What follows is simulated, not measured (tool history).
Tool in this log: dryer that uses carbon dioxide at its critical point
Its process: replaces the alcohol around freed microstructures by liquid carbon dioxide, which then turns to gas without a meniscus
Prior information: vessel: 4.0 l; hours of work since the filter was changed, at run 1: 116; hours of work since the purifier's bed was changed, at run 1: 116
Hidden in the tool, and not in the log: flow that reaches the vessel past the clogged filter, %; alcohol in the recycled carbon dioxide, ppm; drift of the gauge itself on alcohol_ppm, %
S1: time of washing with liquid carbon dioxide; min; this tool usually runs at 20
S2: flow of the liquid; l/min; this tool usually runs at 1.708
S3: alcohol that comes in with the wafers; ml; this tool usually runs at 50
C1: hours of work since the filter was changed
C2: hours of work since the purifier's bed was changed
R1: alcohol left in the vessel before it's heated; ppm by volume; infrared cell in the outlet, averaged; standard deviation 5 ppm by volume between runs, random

run 1 day=0 | S1=20 S2=1.708 S3=50 | C1=116 C2=116 | R1=32
run 2 day=0.346 | S1=20 S2=1.708 S3=50 | C1=119 C2=119 | R1=31
run 3 day=0.671 | S1=20 S2=1.708 S3=50 | C1=121 C2=121 | R1=38
run 4 day=0.896 | S1=26 S2=1.708 S3=50 | C1=123 C2=123 | R1=29
run 5 day=1.312 | S1=26 S2=1.708 S3=50 | C1=127 C2=127 | R1=39
run 6 day=1.612 | S1=26 S2=1.708 S3=50 | C1=130 C2=130 | R1=24
run 7 day=1.812 | S1=26 S2=1.708 S3=50 | C1=131 C2=131 | R1=23
run 8 day=2.138 | S1=26 S2=1.708 S3=50 | C1=134 C2=134 | R1=18
run 9 day=2.588 | S1=26 S2=1.708 S3=84 | C1=138 C2=138 | R1=29
run 10 day=2.825 | S1=26 S2=1.708 S3=84 | C1=140 C2=140 | R1=33

Each row is a separate what-if for the run after 10, all from the same tool condition, not one after another. Results?
run A day=3.112 | S1=20 S2=2.8 S3=84 | C1=143 C2=143 | R1=?
run B day=3.112 | S1=20 S2=1.78 S3=47 | C1=143 C2=143 | R1=?
run C day=3.112 | S1=20 S2=1.16 S3=50 | C1=143 C2=143 | R1=?

run=A R1=31
run=B R1=43
run=C R1=110
With the hidden condition removed and each run's random variation left untouched, the same runs would have given:
run=A R1=1
run=B R1=13
run=C R1=70

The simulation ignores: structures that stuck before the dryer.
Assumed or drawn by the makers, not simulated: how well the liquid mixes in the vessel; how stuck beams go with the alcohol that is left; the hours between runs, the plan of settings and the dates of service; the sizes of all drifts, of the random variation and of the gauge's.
